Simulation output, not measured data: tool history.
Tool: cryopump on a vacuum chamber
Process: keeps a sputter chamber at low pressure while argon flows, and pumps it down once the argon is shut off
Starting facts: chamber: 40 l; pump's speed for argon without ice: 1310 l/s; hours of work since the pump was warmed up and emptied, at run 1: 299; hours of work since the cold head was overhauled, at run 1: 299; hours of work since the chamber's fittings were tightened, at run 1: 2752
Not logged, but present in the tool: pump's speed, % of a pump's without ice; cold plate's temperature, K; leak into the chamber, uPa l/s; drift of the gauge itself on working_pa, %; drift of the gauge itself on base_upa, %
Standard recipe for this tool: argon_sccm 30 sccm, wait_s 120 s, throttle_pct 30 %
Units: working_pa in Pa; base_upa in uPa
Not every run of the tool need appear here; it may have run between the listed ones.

run,hour,argon_sccm,wait_s,throttle_pct,hours of work since the pump was warmed up and emptied,hours of work since the cold head was overhauled,hours of work since the chamber's fittings were tightened,working_pa,base_upa
1,0.0,30,120,30,299,299,2752,0.1357,2.55
2,20.1,30,120,30,314,314,2767,0.1374,2.62
# hour 33.1: pump warmed up, emptied and cooled again
3,49.7,30,120,30,13,333,2786,0.1292,2.30
4,87.0,30,120,30,41,362,2815,0.1296,2.41
5,110.2,30,120,30,59,379,2833,0.1310,2.38
6,147.5,30,120,30,88,408,2861,0.1318,2.39
7,164.9,30,120,30,101,421,2875,0.1319,2.49
8,187.4,30,120,30,119,439,2892,0.1328,2.46
9,203.7,30,120,30,131,451,2905,0.1313,2.47
10,229.4,30,36,30,151,471,2924,0.1334,3.93
11,249.5,30,120,36,166,486,2940,0.1118,2.55
12,285.2,30,120,36,194,514,2967,0.1120,2.67
13,322.4,30,120,36,222,542,2996,0.1135,2.63
14,352.5,30,120,36,245,565,3019,0.1144,2.67
15,390.2,30,120,36,274,594,3048,0.1145,2.67
16,406.7,30,120,36,287,607,3060,0.1151,2.83
17,424.6,30,120,55,301,621,3074,0.0771,2.78
# hour 452.9: pump warmed up, emptied and cooled again
18,452.9,30,250,55,0,639,3092,0.0712,2.13
19,472.4,33,254,33,15,654,3107,0.1299,2.17
20,508.0,33,254,33,42,681,3134,0.1304,2.16
21,532.9,16,48,39,61,700,3154,0.0554,3.46
22,552.3,16,31,39,76,715,3168,0.0534,4.23
23,577.6,16,31,39,96,734,3188,0.0551,4.25
24,601.6,16,31,39,114,753,3206,0.0550,4.23

Predict the results of run 25:
25,622.3,16,31,39,130,769,3222,?,?

Run 25 gave working_pa 0.0543 Pa, base_upa 4.34 uPa.
Take away the tool's hidden state, keep the run-to-run variation as it was, and the same run would have given working_pa 0.0525 Pa, base_upa 2.48 uPa.
